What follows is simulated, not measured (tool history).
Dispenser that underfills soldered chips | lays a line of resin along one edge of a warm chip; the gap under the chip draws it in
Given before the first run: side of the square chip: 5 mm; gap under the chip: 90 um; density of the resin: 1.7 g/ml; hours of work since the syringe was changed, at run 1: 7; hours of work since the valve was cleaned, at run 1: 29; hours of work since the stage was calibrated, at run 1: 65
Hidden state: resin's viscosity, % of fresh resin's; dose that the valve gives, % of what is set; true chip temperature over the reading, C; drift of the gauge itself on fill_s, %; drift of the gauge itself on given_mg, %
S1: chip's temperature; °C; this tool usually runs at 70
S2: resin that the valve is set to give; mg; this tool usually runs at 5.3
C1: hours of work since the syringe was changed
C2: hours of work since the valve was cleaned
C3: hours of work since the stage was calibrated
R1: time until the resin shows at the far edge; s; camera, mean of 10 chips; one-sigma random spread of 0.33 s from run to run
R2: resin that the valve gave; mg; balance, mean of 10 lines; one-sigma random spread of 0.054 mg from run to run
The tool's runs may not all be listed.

run,day,S1,S2,C1,C2,C3,R1,R2
1,0,70,5.3,7,29,65,26.4,5.16
2,0.154,70,5.3,9,32,68,33.4,5.24
# day 0.217: new syringe of resin
3,0.342,70,5.51,2,35,71,18.5,5.43
4,0.567,70,5.51,6,39,75,25.2,5.41
5,0.7,70,5.51,9,41,77,30.3,5.36
# day 0.796: new syringe of resin
6,0.904,70,5.51,2,45,80,17.7,5.4
7,1.067,70,5.51,5,48,83,21.6,5.44
8,1.183,71,5.51,7,50,85,25.4,5.38
9,1.304,71,5.51,9,52,87,30,5.51
# day 1.383: new syringe of resin
10,1.429,71,5.51,1,54,89,15,5.4
11,1.654,71,4.68,5,58,93,22,4.53
12,1.804,71,4.68,8,61,96,28.3,4.55
# day 1.975: new syringe of resin
13,2.038,71,5.3,1,64,100,16.1,5.2
14,2.146,71,5.78,3,66,102,18.2,5.6
15,2.242,71,5.78,5,68,104,21,5.58
16,2.342,80,5.3,7,70,105,18.7,5.21
17,2.504,62,5.3,9,73,108,44.2,5.07
# day 2.567: new syringe of resin
18,2.671,74,5.3,2,75,111,15.9,5.12
19,2.771,74,5.3,4,77,113,18.4,5.18
20,2.954,74,5.3,7,80,116,23.1,5.07
21,3.079,77,6.54,9,83,118,24.6,6.3
# day 3.154: new syringe of resin
22,3.312,77,6.54,3,87,122,15.2,6.33
23,3.421,78,5.11,5,88,124,17.3,4.96
24,3.525,78,5.11,7,90,126,20.3,4.9
25,3.667,78,5.11,9,93,128,24.5,4.87
# day 3.738: new syringe of resin
26,3.8,58,4.55,1,95,130,26.4,4.29
27,4.017,58,4.55,5,99,134,37,4.29
28,4.129,58,4.55,7,101,136,42.5,4.3
# day 4.317: new syringe of resin
29,4.317,65,5.75,0,104,139,17.4,5.58
30,4.508,69,5.22,3,107,143,20.7,5.03
31,4.733,69,5.22,7,111,147,29.2,5.03
# day 4.904: new syringe of resin
32,4.942,69,5.22,1,115,150,16.8,5.04
33,5.125,85,4.53,4,118,153,13.7,4.23
34,5.329,64,5.98,7,121,157,34.1,5.71
35,5.462,62,4.87,10,124,159,45.3,4.65
# day 5.488: new syringe of resin
36,5.567,85,6.35,1,126,161,10.3,5.96

Across each entry between runs, compare the hidden state at the last listed run before it with the hidden state at the first listed run after it:
Between runs 2 and 3: new syringe of resin (day 0.217)
  resin's viscosity, % of fresh resin's: 217.1 -> 121.2; dose that the valve gives, % of what is set: 98.62 -> 98.48; true chip temperature over the reading, C: -0.27 -> -0.29
  the result without the hidden state subtracted from the measured one, R1: +17.9 -> +3.4 s; R2: -0.07 -> -0.08 mg
Between runs 5 and 6: new syringe of resin (day 0.796)
  resin's viscosity, % of fresh resin's: 201.8 -> 116.7; dose that the valve gives, % of what is set: 98.19 -> 98.05; true chip temperature over the reading, C: -0.32 -> -0.33
  the result without the hidden state subtracted from the measured one, R1: +15.6 -> +2.7 s; R2: -0.1 -> -0.11 mg
Between runs 9 and 10: new syringe of resin (day 1.383)
  resin's viscosity, % of fresh resin's: 206.4 -> 107; dose that the valve gives, % of what is set: 97.75 -> 97.66; true chip temperature over the reading, C: -0.37 -> -0.38
  the result without the hidden state subtracted from the measured one, R1: +15.6 -> +1.2 s; R2: -0.12 -> -0.13 mg
Between runs 12 and 13: new syringe of resin (day 1.975)
  resin's viscosity, % of fresh resin's: 182.6 -> 109.4; dose that the valve gives, % of what is set: 97.38 -> 97.22; true chip temperature over the reading, C: -0.41 -> -0.43
  the result without the hidden state subtracted from the measured one, R1: +13 -> +1.7 s; R2: -0.13 -> -0.14 mg
Between runs 17 and 18: new syringe of resin (day 2.567)
  resin's viscosity, % of fresh resin's: 213.8 -> 117.2; dose that the valve gives, % of what is set: 96.87 -> 96.76; true chip temperature over the reading, C: -0.47 -> -0.48
  the result without the hidden state subtracted from the measured one, R1: +23.9 -> +2.6 s; R2: -0.16 -> -0.17 mg
Between runs 21 and 22: new syringe of resin (day 3.154)
  resin's viscosity, % of fresh resin's: 209.8 -> 124.7; dose that the valve gives, % of what is set: 96.46 -> 96.29; true chip temperature over the reading, C: -0.51 -> -0.53
  the result without the hidden state subtracted from the measured one, R1: +13 -> +3.1 s; R2: -0.23 -> -0.24 mg
Between runs 25 and 26: new syringe of resin (day 3.738)
  resin's viscosity, % of fresh resin's: 206.8 -> 108.6; dose that the valve gives, % of what is set: 96.01 -> 95.91; true chip temperature over the reading, C: -0.56 -> -0.57
  the result without the hidden state subtracted from the measured one, R1: +13 -> +3.1 s; R2: -0.21 -> -0.18 mg
Between runs 28 and 29: new syringe of resin (day 4.317)
  resin's viscosity, % of fresh resin's: 173 -> 99.7; dose that the valve gives, % of what is set: 95.65 -> 95.52; true chip temperature over the reading, C: -0.6 -> -0.61
  the result without the hidden state subtracted from the measured one, R1: +18.8 -> +0.5 s; R2: -0.2 -> -0.26 mg
Between runs 31 and 32: new syringe of resin (day 4.904)
  resin's viscosity, % of fresh resin's: 181.2 -> 105.5; dose that the valve gives, % of what is set: 95.21 -> 95.06; true chip temperature over the reading, C: -0.64 -> -0.66
  the result without the hidden state subtracted from the measured one, R1: +13.6 -> +1.5 s; R2: -0.25 -> -0.26 mg
Between runs 35 and 36: new syringe of resin (day 5.488)
  resin's viscosity, % of fresh resin's: 221 -> 111.4; dose that the valve gives, % of what is set: 94.65 -> 94.58; true chip temperature over the reading, C: -0.7 -> -0.71
  the result without the hidden state subtracted from the measured one, R1: +26 -> +1.3 s; R2: -0.26 -> -0.35 mg
